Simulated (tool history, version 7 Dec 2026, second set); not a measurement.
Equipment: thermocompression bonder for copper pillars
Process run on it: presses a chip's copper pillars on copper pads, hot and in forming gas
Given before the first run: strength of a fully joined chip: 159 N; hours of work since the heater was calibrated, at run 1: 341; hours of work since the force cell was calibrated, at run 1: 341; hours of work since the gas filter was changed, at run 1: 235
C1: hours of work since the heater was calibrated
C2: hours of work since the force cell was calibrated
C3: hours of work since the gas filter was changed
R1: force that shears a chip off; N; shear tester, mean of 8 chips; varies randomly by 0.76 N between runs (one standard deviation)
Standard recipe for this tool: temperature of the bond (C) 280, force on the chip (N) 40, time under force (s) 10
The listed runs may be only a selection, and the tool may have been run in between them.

Run 1, hour 0: usual settings; C1 341; C2 341; C3 235. Result: R1 117.5 N.
Run 2, hour 14.6: usual settings; C1 351; C2 351; C3 246. Result: R1 117.3 N.
Run 3, hour 24: usual settings; C1 358; C2 358; C3 253. Result: R1 117.4 N.
At hour 29.3: forming gas filter changed.
Run 4, hour 41.6: usual settings; C1 370; C2 370; C3 9. Result: R1 118 N.
Run 5, hour 58.2: usual settings but force on the chip (N) 37; C1 382; C2 382; C3 21. Result: R1 111.2 N.
Run 6, hour 75.7: usual settings but force on the chip (N) 37; C1 395; C2 395; C3 34. Result: R1 112.1 N.
Run 7, hour 88.2: usual settings but force on the chip (N) 37; C1 404; C2 404; C3 43. Result: R1 111.8 N.
Run 8, hour 101.6: usual settings but force on the chip (N) 37; C1 414; C2 414; C3 52. Result: R1 112.7 N.
Run 9, hour 119.9: usual settings but force on the chip (N) 37; C1 427; C2 427; C3 66. Result: R1 112.2 N.
Run 10, hour 133.9: usual settings but force on the chip (N) 37; C1 437; C2 437; C3 76. Result: R1 111.3 N.
Run 11, hour 151.6: usual settings but temperature of the bond (C) 308, force on the chip (N) 27, time under force (s) 26; C1 450; C2 450; C3 88. Result: R1 136.2 N.
Run 12, hour 168: usual settings but temperature of the bond (C) 308, force on the chip (N) 27, time under force (s) 26; C1 462; C2 462; C3 100. Result: R1 136.3 N.
Run 13, hour 178.6: usual settings but temperature of the bond (C) 262, force on the chip (N) 49, time under force (s) 28; C1 469; C2 469; C3 108. Result: R1 140.7 N.
Run 14, hour 195.6: usual settings but temperature of the bond (C) 264, force on the chip (N) 43; C1 482; C2 482; C3 120. Result: R1 108.6 N.
Run 15, hour 213.5: usual settings but temperature of the bond (C) 264, force on the chip (N) 43; C1 495; C2 495; C3 133. Result: R1 108.3 N.
Run 16, hour 229.5: usual settings but temperature of the bond (C) 264, force on the chip (N) 43; C1 506; C2 506; C3 145. Result: R1 107.3 N.
Run 17, hour 242.6: usual settings but temperature of the bond (C) 264, force on the chip (N) 43; C1 516; C2 516; C3 154. Result: R1 108.4 N.

4 ways to go on from here, each from the tool as it stands after run 17. What would each give?
Run A, hour 259.3: usual settings but temperature of the bond (C) 264, force on the chip (N) 25; C1 528; C2 528; C3 166. Result: R1 ?.
Run B, hour 259.3: usual settings but temperature of the bond (C) 255, force on the chip (N) 26, time under force (s) 15; C1 528; C2 528; C3 166. Result: R1 ?.
Run C, hour 259.3: usual settings but temperature of the bond (C) 286, force on the chip (N) 27, time under force (s) 7; C1 528; C2 528; C3 166. Result: R1 ?.
Run D, hour 259.3: usual settings but force on the chip (N) 31, time under force (s) 7; C1 528; C2 528; C3 166. Result: R1 ?.

run    R1
  A  68.3
  B  73.4
  C  83.8
  D  89.7
Without the tool's hidden state the same runs would have given:
run    R1
  A  68.4
  B  73.6
  C  83.9
  D  89.9
